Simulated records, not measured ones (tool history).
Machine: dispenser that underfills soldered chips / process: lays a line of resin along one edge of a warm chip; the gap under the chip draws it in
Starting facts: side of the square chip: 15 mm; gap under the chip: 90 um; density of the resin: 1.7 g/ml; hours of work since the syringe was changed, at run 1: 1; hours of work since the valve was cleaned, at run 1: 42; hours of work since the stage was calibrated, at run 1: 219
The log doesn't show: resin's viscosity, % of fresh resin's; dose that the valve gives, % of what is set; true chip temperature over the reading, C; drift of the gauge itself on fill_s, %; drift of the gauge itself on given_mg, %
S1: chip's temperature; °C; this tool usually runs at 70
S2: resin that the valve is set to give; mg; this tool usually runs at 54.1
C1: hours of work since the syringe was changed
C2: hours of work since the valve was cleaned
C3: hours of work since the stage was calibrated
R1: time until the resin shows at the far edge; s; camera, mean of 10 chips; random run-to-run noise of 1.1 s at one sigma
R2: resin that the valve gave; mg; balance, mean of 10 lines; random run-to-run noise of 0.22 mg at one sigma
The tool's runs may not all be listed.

| run | hour | S1 | S2 | C1 | C2 | C3 | R1 | R2 |
|---|---|---|---|---|---|---|---|---|
| 1 | 0 | 70 | 54.1 | 1 | 42 | 219 | 94.5 | 52.22 |
| 2 | 5.3 | 70 | 54.1 | 5 | 46 | 223 | 117.1 | 51.81 |
| 3 | 8.8 | 70 | 54.1 | 7 | 49 | 225 | 129.7 | 52.11 |
|  | 12.1 | new syringe of resin |
| 4 | 16.8 | 70 | 54.1 | 3 | 54 | 231 | 107.9 | 51.57 |
| 5 | 23.7 | 70 | 54.1 | 8 | 59 | 236 | 137.5 | 51.31 |
|  | 25.5 | new syringe of resin |
| 6 | 29.5 | 70 | 57.4 | 3 | 63 | 240 | 105.2 | 54.37 |
| 7 | 37.1 | 70 | 47.3 | 8 | 68 | 245 | 142.7 | 44.6 |
|  | 39 | new syringe of resin |
| 8 | 44.7 | 70 | 47.3 | 4 | 74 | 250 | 113.9 | 44.36 |
| 9 | 50.4 | 70 | 47.3 | 8 | 78 | 254 | 140.1 | 43.93 |
|  | 52.3 | new syringe of resin |
| 10 | 58 | 70 | 47.3 | 4 | 83 | 260 | 112.8 | 44.16 |
| 11 | 65.2 | 70 | 47.3 | 9 | 88 | 265 | 147.9 | 43.73 |
|  | 66 | new syringe of resin |
| 12 | 72.6 | 70 | 49.5 | 5 | 93 | 270 | 120 | 45.59 |
| 13 | 76.9 | 70 | 49.5 | 8 | 96 | 273 | 139.2 | 45.55 |
|  | 79.7 | new syringe of resin |
| 14 | 82 | 69 | 69.7 | 2 | 99 | 276 | 101.3 | 64.1 |
| 15 | 89.4 | 69 | 69.7 | 7 | 105 | 281 | 133.2 | 63.71 |
|  | 93.2 | new syringe of resin |
| 16 | 96.9 | 73 | 62.9 | 3 | 110 | 287 | 85.8 | 57.11 |
| 17 | 101.1 | 73 | 62.9 | 6 | 113 | 290 | 100 | 57.01 |
| 18 | 105.2 | 70 | 58.8 | 9 | 116 | 293 | 140.6 | 53.11 |
|  | 106.6 | new syringe of resin |
|  | 111.7 | dispensing valve cleaned and set on the balance |
| 19 | 111.7 | 70 | 58.8 | 3 | 0 | 296 | 101.6 | 59.29 |
| 20 | 117.3 | 75 | 53.5 | 7 | 4 | 300 | 100.1 | 53.24 |
|  | 121.1 | new syringe of resin |
| 21 | 121.4 | 78 | 47.9 | 0 | 7 | 303 | 60.9 | 47.46 |
| 22 | 128.1 | 81 | 68.4 | 5 | 12 | 308 | 64.4 | 68.13 |
| 23 | 134 | 62 | 54.5 | 9 | 16 | 312 | 218.2 | 53.97 |

Below are 5 alternative next runs, each starting from the tool's condition after run 23. Predict each:
|  | 134.9 | new syringe of resin |
| A | 137.9 | 70 | 46.6 | 2 | 18 | 314 | ? | ? |
|  | 134.9 | new syringe of resin |
| B | 137.9 | 65 | 46.6 | 2 | 18 | 314 | ? | ? |
|  | 134.9 | new syringe of resin |
| C | 137.9 | 55 | 65.9 | 2 | 18 | 314 | ? | ? |
|  | 134.9 | new syringe of resin |
| D | 137.9 | 60 | 51.5 | 2 | 18 | 314 | ? | ? |
|  | 134.9 | new syringe of resin |
| E | 137.9 | 76 | 63.8 | 2 | 18 | 314 | ? | ? |

| run | R1 | R2 |
|---|---|---|
| A | 103.8 | 45.91 |
| B | 134.4 | 45.75 |
| C | 228.2 | 64.63 |
| D | 176.3 | 50.83 |
| E | 73.8 | 62.78 |
With no hidden state in the tool, these same runs would have given:
| run | R1 | R2 |
|---|---|---|
| A | 103.5 | 46.59 |
| B | 134.4 | 46.43 |
| C | 231 | 65.59 |
| D | 177.3 | 51.58 |
| E | 73.4 | 63.71 |

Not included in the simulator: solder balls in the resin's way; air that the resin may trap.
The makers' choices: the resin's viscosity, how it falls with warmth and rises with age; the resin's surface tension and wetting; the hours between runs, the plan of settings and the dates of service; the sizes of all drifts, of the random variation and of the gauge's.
